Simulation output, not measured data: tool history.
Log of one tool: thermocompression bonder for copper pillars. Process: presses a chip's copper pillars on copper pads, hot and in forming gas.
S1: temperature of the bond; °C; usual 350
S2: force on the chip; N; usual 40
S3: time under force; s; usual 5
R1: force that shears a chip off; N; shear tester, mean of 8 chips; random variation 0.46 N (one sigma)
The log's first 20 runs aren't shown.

run	day	S1	S2	S3	R1
21	25.275	350	50	14	71.7
22	26.05	350	50	14	71.5
23	27.621	325	40	5	32.5
24	28.688	372	32	11	63.7
25	29.408	350	42	5	44.3
26	30.804	348	53	3	41
27	31.888	348	53	3	40.6
28	33.346	348	53	3	40.7
29	34.15	328	41	5	34
30	34.929	350	55	4	47
31	36.092	350	55	4	48.1
32	37.075	350	55	4	47.7
33	38.204	350	40	3	33.7
34	38.862	350	40	3	33.7
35	39.667	362	40	10	62.2
36	40.396	363	37	15	68.6
37	41.212	324	30	9	32.9
38	42.067	324	30	9	32.9
39	43.017	350	32	5	36.3

Forecast each of these 4 alternatives for the next run:
A	44.629	350	31	5	?
B	44.629	324	34	10	?
C	44.629	329	26	9	?
D	44.629	350	32	9	?

run	R1
A	35.5
B	36.4
C	31.3
D	46.3
Without the tool's hidden state the same runs would have given:
run	R1
A	39
B	40.3
C	34.7
D	50.6
